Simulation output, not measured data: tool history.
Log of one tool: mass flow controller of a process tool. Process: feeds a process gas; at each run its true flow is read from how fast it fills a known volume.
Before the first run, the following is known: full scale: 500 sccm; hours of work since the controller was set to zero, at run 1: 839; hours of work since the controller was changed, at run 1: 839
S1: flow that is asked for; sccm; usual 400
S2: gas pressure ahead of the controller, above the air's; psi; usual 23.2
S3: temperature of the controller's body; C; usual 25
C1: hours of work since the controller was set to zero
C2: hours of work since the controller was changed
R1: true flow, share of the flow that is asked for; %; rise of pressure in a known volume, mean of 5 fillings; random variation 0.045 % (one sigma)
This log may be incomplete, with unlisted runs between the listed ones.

Run 1, day 0.000: usual settings; C1 839; C2 839. Result: R1 99.67 %.
Run 2, day 3.683: usual settings; C1 909; C2 909. Result: R1 99.57 %.
Run 3, day 7.192: usual settings; C1 975; C2 975. Result: R1 99.51 %.
Run 4, day 9.329: usual settings but S3 36 C; C1 1016; C2 1016. Result: R1 99.96 %.
Run 5, day 11.338: usual settings but S1 57 sccm, S3 36 C; C1 1054; C2 1054. Result: R1 99.20 %.
Run 6, day 14.296: usual settings; C1 1110; C2 1110. Result: R1 99.44 %.
Run 7, day 15.967: usual settings but S1 56 sccm; C1 1142; C2 1142. Result: R1 98.71 %.
Run 8, day 17.650: usual settings but S1 56 sccm, S2 38.4 psi; C1 1174; C2 1174. Result: R1 98.97 %.
Run 9, day 21.412: usual settings but S2 25.4 psi; C1 1246; C2 1246. Result: R1 99.44 %.
Run 10, day 24.425: usual settings but S1 160 sccm; C1 1303; C2 1303. Result: R1 98.70 %.
Run 11, day 27.929: usual settings but S1 160 sccm; C1 1369; C2 1369. Result: R1 98.69 %.
Run 12, day 31.350: usual settings; C1 1434; C2 1434. Result: R1 99.27 %.
Run 13, day 33.133: usual settings but S2 25.2 psi; C1 1468; C2 1468. Result: R1 99.19 %.
Run 14, day 36.108: usual settings but S2 25.2 psi; C1 1525; C2 1525. Result: R1 99.29 %.
Run 15, day 39.033: usual settings; C1 1580; C2 1580. Result: R1 99.11 %.
Run 16, day 42.529: usual settings; C1 1647; C2 1647. Result: R1 99.02 %.
Run 17, day 44.271: usual settings; C1 1680; C2 1680. Result: R1 99.07 %.
Run 18, day 47.621: usual settings; C1 1743; C2 1743. Result: R1 99.14 %.
Run 19, day 50.317: usual settings; C1 1795; C2 1795. Result: R1 98.94 %.
Run 20, day 53.188: usual settings but S1 130 sccm, S2 33.9 psi, S3 39 C; C1 1849; C2 1849. Result: R1 99.25 %.
Run 21, day 56.550: usual settings but S3 35 C; C1 1913; C2 1913. Result: R1 99.42 %.
Run 22, day 59.383: usual settings but S1 67 sccm; C1 1967; C2 1967. Result: R1 98.18 %.
Run 23, day 63.158: usual settings but S1 264 sccm, S2 21.2 psi, S3 20 C; C1 2039; C2 2039. Result: R1 98.22 %.
Run 24, day 64.746: usual settings but S1 264 sccm, S2 21.2 psi, S3 20 C; C1 2069; C2 2069. Result: R1 98.24 %.
Run 25, day 68.200: usual settings but S1 391 sccm, S2 21.2 psi, S3 29 C; C1 2134; C2 2134. Result: R1 98.91 %.
Run 26, day 71.367: usual settings but S1 391 sccm, S2 31.9 psi, S3 29 C; C1 2195; C2 2195. Result: R1 99.12 %.
Run 27, day 73.862: usual settings but S2 34.4 psi; C1 2242; C2 2242. Result: R1 98.95 %.
Run 28, day 76.979: usual settings but S2 34.4 psi; C1 2301; C2 2301. Result: R1 98.95 %.
Run 29, day 78.671: usual settings but S1 313 sccm, S2 24.4 psi, S3 37 C; C1 2333; C2 2333. Result: R1 99.07 %.
Run 30, day 82.488: usual settings but S1 52 sccm; C1 2406; C2 2406. Result: R1 97.78 %.
Run 31, day 85.662: usual settings but S1 213 sccm, S2 22.8 psi; C1 2466; C2 2466. Result: R1 98.09 %.
At day 86.550: gauge calibrated.
Run 32, day 87.396: usual settings; C1 2499; C2 2499. Result: R1 99.62 %.
Run 33, day 89.483: usual settings but S1 192 sccm, S2 27.4 psi, S3 26 C; C1 2539; C2 2539. Result: R1 99.18 %.
Run 34, day 91.404: usual settings but S3 22 C; C1 2575; C2 2575. Result: R1 99.47 %.
Run 35, day 94.396: usual settings but S1 196 sccm, S2 34.7 psi, S3 40 C; C1 2632; C2 2632. Result: R1 99.97 %.
Run 36, day 98.042: usual settings but S1 196 sccm, S2 34.7 psi, S3 40 C; C1 2701; C2 2701. Result: R1 100.03 %.
Run 37, day 101.042: usual settings but S1 143 sccm, S2 37.0 psi, S3 34 C; C1 2758; C2 2758. Result: R1 99.59 %.
Run 38, day 103.796: usual settings but S1 431 sccm, S3 31 C; C1 2811; C2 2811. Result: R1 99.82 %.

Here are 5 independent what-if runs from the current tool condition. What would each one return?
Run A, day 106.188: usual settings but S1 135 sccm; C1 2856; C2 2856. Result: R1 ?.
Run B, day 106.188: usual settings but S1 431 sccm, S2 34.8 psi, S3 31 C; C1 2856; C2 2856. Result: R1 ?.
Run C, day 106.188: usual settings but S1 431 sccm, S2 34.1 psi, S3 30 C; C1 2856; C2 2856. Result: R1 ?.
Run D, day 106.188: usual settings but S1 186 sccm, S2 31.2 psi; C1 2856; C2 2856. Result: R1 ?.
Run E, day 106.188: usual settings but S1 431 sccm, S3 26 C; C1 2856; C2 2856. Result: R1 ?.

run      R1
  A   98.76
  B  100.00
  C   99.97
  D   99.07
  E   99.55
Take away the tool's hidden state, keep each run's random variation, and the runs would have read:
run      R1
  A   99.02
  B  100.25
  C  100.22
  D   99.32
  E   99.80
